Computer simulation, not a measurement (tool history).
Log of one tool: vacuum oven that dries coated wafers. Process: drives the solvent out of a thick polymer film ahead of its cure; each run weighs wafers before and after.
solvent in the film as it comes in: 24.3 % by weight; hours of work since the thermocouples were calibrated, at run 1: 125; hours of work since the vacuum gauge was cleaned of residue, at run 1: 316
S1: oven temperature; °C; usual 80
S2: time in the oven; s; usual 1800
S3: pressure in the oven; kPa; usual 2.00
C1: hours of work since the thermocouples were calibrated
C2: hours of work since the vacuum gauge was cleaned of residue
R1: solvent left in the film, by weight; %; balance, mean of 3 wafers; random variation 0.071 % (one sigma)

Run 1, hour 0.0: usual settings; C1 125; C2 316. Result: R1 5.68 %.
Run 2, hour 25.4: usual settings but S1 83 °C; C1 137; C2 329. Result: R1 4.71 %.
Run 3, hour 50.1: usual settings but S1 83 °C; C1 149; C2 340. Result: R1 4.73 %.
Run 4, hour 75.2: usual settings but S1 83 °C; C1 161; C2 352. Result: R1 4.81 %.
Run 5, hour 95.9: usual settings but S3 7.08 kPa; C1 171; C2 362. Result: R1 17.30 %.
Run 6, hour 117.3: usual settings but S3 1.79 kPa; C1 181; C2 372. Result: R1 5.09 %.
Run 7, hour 144.8: usual settings but S1 81 °C; C1 194; C2 385. Result: R1 5.14 %.
Run 8, hour 161.4: usual settings but S1 81 °C; C1 202; C2 393. Result: R1 5.30 %.
Run 9, hour 192.0: usual settings but S1 81 °C; C1 216; C2 408. Result: R1 5.29 %.
Run 10, hour 208.0: usual settings but S1 73 °C; C1 224; C2 415. Result: R1 8.42 %.
Run 11, hour 220.5: usual settings but S1 73 °C; C1 230; C2 421. Result: R1 8.72 %.
Run 12, hour 246.8: usual settings but S1 73 °C; C1 242; C2 434. Result: R1 8.69 %.
Run 13, hour 275.0: usual settings but S2 1320 s; C1 256; C2 447. Result: R1 6.59 %.
Run 14, hour 291.4: usual settings but S2 1320 s; C1 264; C2 455. Result: R1 6.58 %.
Run 15, hour 309.2: usual settings but S1 93 °C; C1 272; C2 464. Result: R1 2.92 %.
Run 16, hour 322.5: usual settings but S1 93 °C; C1 279; C2 470. Result: R1 2.94 %.
Run 17, hour 347.2: usual settings but S1 92 °C, S3 1.58 kPa; C1 290; C2 482. Result: R1 2.46 %.
Run 18, hour 367.8: usual settings but S1 92 °C, S3 1.58 kPa; C1 300; C2 492. Result: R1 2.54 %.
Run 19, hour 393.9: usual settings but S1 94 °C, S3 3.00 kPa; C1 312; C2 504. Result: R1 4.37 %.
Run 20, hour 413.2: usual settings but S1 94 °C, S3 3.00 kPa; C1 322; C2 513. Result: R1 4.29 %.
Run 21, hour 427.7: usual settings but S1 78 °C, S2 900 s; C1 329; C2 520. Result: R1 9.46 %.
Run 22, hour 452.5: usual settings but S1 92 °C, S2 1020 s, S3 5.02 kPa; C1 340; C2 532. Result: R1 8.01 %.
Run 23, hour 478.2: usual settings but S1 76 °C, S2 2400 s, S3 6.59 kPa; C1 353; C2 544. Result: R1 19.10 %.
Run 24, hour 492.8: usual settings but S2 3240 s, S3 3.61 kPa; C1 360; C2 551. Result: R1 8.91 %.
Run 25, hour 510.9: usual settings but S1 66 °C; C1 368; C2 560. Result: R1 12.65 %.
Run 26, hour 526.6: usual settings but S1 78 °C, S2 3120 s; C1 376; C2 567. Result: R1 5.66 %.
Run 27, hour 541.9: usual settings but S1 77 °C, S2 2580 s, S3 2.37 kPa; C1 383; C2 574. Result: R1 7.04 %.
Run 28, hour 570.7: usual settings but S1 77 °C, S2 2580 s, S3 2.37 kPa; C1 397; C2 588. Result: R1 7.02 %.
Run 29, hour 589.6: usual settings but S1 72 °C, S2 1320 s, S3 1.49 kPa; C1 406; C2 597. Result: R1 9.51 %.
Run 30, hour 603.9: usual settings but S1 72 °C, S2 1320 s, S3 1.49 kPa; C1 413; C2 604. Result: R1 9.63 %.
Run 31, hour 629.4: usual settings but S2 960 s, S3 3.99 kPa; C1 425; C2 616. Result: R1 12.21 %.

Measured less the same run without the tool's hidden state. The same run-to-run variation is in both; the gauge's scatter may not be:
The hidden state here: true wafer temperature over the reading, C; true pressure over the reading, kPa; drift of the gauge itself on solvent_pct, %.
run     R1
  1  +0.16
  2  +0.14
  3  +0.13
  4  +0.15
  5  +0.30
  6  +0.18
  7  +0.18
  8  +0.18
  9  +0.19
 10  +0.28
 11  +0.30
 12  +0.30
 13  +0.25
 14  +0.25
 15  +0.10
 16  +0.11
 17  +0.11
 18  +0.11
 19  +0.14
 20  +0.13
 21  +0.33
 22  +0.23
 23  +0.49
 24  +0.29
 25  +0.45
 26  +0.26
 27  +0.31
 28  +0.32
 29  +0.42
 30  +0.42
 31  +0.40

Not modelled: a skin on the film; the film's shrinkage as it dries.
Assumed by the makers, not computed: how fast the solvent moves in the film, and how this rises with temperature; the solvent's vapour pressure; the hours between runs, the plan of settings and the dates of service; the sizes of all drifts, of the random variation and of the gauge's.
